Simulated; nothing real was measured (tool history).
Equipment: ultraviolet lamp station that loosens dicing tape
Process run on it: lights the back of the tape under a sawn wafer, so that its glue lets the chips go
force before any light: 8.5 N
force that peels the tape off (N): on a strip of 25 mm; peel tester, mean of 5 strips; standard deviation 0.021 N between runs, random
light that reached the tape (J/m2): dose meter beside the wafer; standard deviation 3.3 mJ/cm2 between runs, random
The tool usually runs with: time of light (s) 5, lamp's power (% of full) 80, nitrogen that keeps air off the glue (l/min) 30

run,day,time of light (s),lamp's power (% of full),nitrogen that keeps air off the glue (l/min),force that peels the tape off (N),light that reached the tape (J/m2)
1,0,5,80,30,1.289,4530
2,0.562,5,80,30,1.297,4610
3,1.125,5,80,30,1.326,4410
4,1.604,5,80,30,1.344,4440
5,2.012,5,80,30,1.356,4490
6,2.45,5,80,30,1.382,4430
7,3.025,5,80,50,0.967,4400
# day 3.092: window cleaned of glue's vapour
8,3.521,4,80,30,2.034,3410
9,3.883,5,83,30,1.442,4380
10,4.483,5,83,30,1.39,4310
# day 5.121: window cleaned of glue's vapour, once more
11,5.121,5,83,30,1.125,4890
12,5.688,5,83,14,1.878,4900
13,6.058,5,83,14,1.931,4870
14,6.596,5,80,17,1.796,4690
15,6.9,5,80,17,1.851,4630
16,7.454,5,80,17,1.88,4620
17,7.908,5,80,38,1.079,4600
18,8.425,3,62,11,4.734,2140
19,8.767,4,73,22,2.525,3330
20,9.388,5,88,53,0.721,4970
21,9.679,5,80,52,0.871,4520
22,10.054,5,70,30,1.623,3930
23,10.375,5,70,30,1.644,3960
24,10.954,5,70,17,2.314,3910
25,11.488,4,70,16,3.124,3120
26,12.046,4,70,16,3.068,3120
27,12.592,5,80,12,2.391,4410
28,13.204,2,63,40,4.532,1400
29,13.783,2,69,21,4.93,1510
30,14.238,2,69,21,4.968,1520
31,14.833,2,69,21,4.834,1530
32,15.446,2,69,21,4.934,1490

Results for each run, recomputed without the tool's hidden state and with each run's random variation untouched:
Unlogged tool condition in this case: lamp's light, % of a new lamp's; light that the window lets through, % of a clean one's; drift of the gauge itself on peel_n, %; drift of the gauge itself on dose_mj_cm2, %.
run,force that peels the tape off (N),light that reached the tape (J/m2)
1,1.007,5180
2,1.005,5280
3,1.019,5100
4,1.027,5150
5,1.028,5220
6,1.04,5170
7,0.698,5170
8,1.488,4190
9,0.982,5410
10,0.935,5350
11,0.944,5360
12,1.627,5400
13,1.665,5390
14,1.526,5210
15,1.568,5160
16,1.583,5170
17,0.86,5170
18,4.385,2420
19,2.153,3770
20,0.547,5660
21,0.665,5160
22,1.294,4500
23,1.305,4550
24,1.904,4520
25,2.662,3620
26,2.603,3640
27,1.941,5160
28,4.035,1650
29,4.453,1790
30,4.478,1810
31,4.342,1830
32,4.419,1790
